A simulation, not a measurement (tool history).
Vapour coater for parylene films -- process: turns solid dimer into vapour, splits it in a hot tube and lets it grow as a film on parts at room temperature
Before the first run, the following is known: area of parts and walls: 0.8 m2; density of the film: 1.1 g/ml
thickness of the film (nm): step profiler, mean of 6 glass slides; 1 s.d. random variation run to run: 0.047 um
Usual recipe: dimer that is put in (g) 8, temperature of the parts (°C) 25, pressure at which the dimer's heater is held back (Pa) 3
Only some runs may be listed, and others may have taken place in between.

run	day	dimer that is put in (g)	temperature of the parts (°C)	pressure at which the dimer's heater is held back (Pa)	thickness of the film (nm)
1	0	8	25	3	4950
2	2.321	8	25	3.87	4750
3	3.792	8	25	3.87	4670
4	7.038	8	25	3.87	4480
5	8.704	8	25	3	4760
6	10.812	8	18	7.19	4950
# day 11.121: table's thermometer calibrated
7	12.204	8	18	7.19	4870
# day 13.029: trap's valve overhauled
8	15.2	8	18	7.19	5290
9	17.742	8	33	3	3730
10	19.679	8	33	3	3630

Here are 4 independent what-if runs from the current tool condition. What would each one return?
# day 21.062: table's thermometer calibrated, once more
A	21.142	8	30	8.71	?
# day 21.062: table's thermometer calibrated, once more
B	21.142	6	29	6.76	?
# day 21.062: table's thermometer calibrated, once more
C	21.142	11	35	3	?
# day 21.062: table's thermometer calibrated, once more
D	21.142	8	33	7.55	?

run	thickness of the film (nm)
A	3230
B	2660
C	4670
D	2970
The same runs, with their run-to-run variation unchanged, on a tool lacking any hidden condition would have given:
run	thickness of the film (nm)
A	3450
B	2830
C	4970
D	3170
